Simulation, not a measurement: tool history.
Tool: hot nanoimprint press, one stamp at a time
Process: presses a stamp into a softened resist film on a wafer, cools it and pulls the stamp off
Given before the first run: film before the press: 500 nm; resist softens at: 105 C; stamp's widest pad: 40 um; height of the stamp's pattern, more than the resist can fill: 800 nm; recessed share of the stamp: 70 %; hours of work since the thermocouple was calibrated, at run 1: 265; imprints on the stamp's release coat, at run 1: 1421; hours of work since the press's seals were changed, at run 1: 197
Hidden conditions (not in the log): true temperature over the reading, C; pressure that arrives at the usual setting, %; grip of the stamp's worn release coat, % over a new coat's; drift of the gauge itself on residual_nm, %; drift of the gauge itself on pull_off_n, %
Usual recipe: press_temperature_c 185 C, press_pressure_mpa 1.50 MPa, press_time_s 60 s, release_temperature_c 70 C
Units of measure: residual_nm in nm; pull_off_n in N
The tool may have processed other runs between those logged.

run   hour  press_temperature_c  press_pressure_mpa  press_time_s  release_temperature_c  hours of work since the thermocouple was calibrated  imprints on the stamp's release coat  hours of work since the press's seals were changed  residual_nm  pull_off_n
  1    0.0                  185                1.50            60                     70                                                  265                                  1421                                                 197        290.6         281
  2    8.9                  185                1.50            60                     70                                                  270                                  1434                                                 201        291.6         277
  3   17.5                  185                1.50            60                     70                                                  274                                  1446                                                 205        291.6         278
  4   27.8                  185                1.50            60                     70                                                  279                                  1461                                                 210        292.0         279
  5   35.6                  185                1.50            60                     70                                                  282                                  1472                                                 214        292.4         283
  6   44.2                  185                1.50            60                     70                                                  286                                  1485                                                 218        292.5         288
  7   53.7                  185                1.50            60                     70                                                  291                                  1499                                                 222        292.2         278
      65.2  -- stamp cleaned and given a new release coat
  8   66.4                  185                1.50            60                     70                                                  294                                     1                                                 225        293.2         189
      76.9  -- plate thermocouple calibrated
  9   76.9                  185                1.50            60                     70                                                    0                                    12                                                 229        298.5         195
 10   87.5                  185                1.50            60                     70                                                    5                                    27                                                 234        297.6         189
 11   94.2                  185                1.50            60                     70                                                    8                                    37                                                 237        295.0         203
 12   99.1                  185                1.50            60                     58                                                   11                                    44                                                 239        299.0         233
 13  104.4                  185                1.50            60                     70                                                   13                                    52                                                 242        298.7         197
 14  115.0                  174                1.50            60                     70                                                   18                                    67                                                 247        388.5         198
 15  120.6                  174                1.50            60                     70                                                   21                                    75                                                 250        387.0         206
 16  131.6                  174                1.50            60                     70                                                   26                                    91                                                 255        385.9         207
     144.5  -- plate thermocouple calibrated, once more
 17  146.0                  183                1.80            63                     69                                                    1                                   108                                                 260        269.6         192
 18  155.4                  183                1.82            63                     69                                                    5                                   121                                                 265        271.8         199
 19  161.2                  186                2.12            60                     70                                                    8                                   130                                                 267        234.2         200
 20  168.8                  185                1.50            75                     71                                                   11                                   141                                                 271        264.5         197

Run 21 has not been measured yet. What should we expect?
 21  178.3                  185                1.50           109                     69                                                   16                                   155                                                 276            ?           ?

residual_nm: 233.7 nm
pull_off_n: 198 N
Minus the tool's unlogged condition, the same run would have read residual_nm 230.6 nm, pull_off_n 189 N.

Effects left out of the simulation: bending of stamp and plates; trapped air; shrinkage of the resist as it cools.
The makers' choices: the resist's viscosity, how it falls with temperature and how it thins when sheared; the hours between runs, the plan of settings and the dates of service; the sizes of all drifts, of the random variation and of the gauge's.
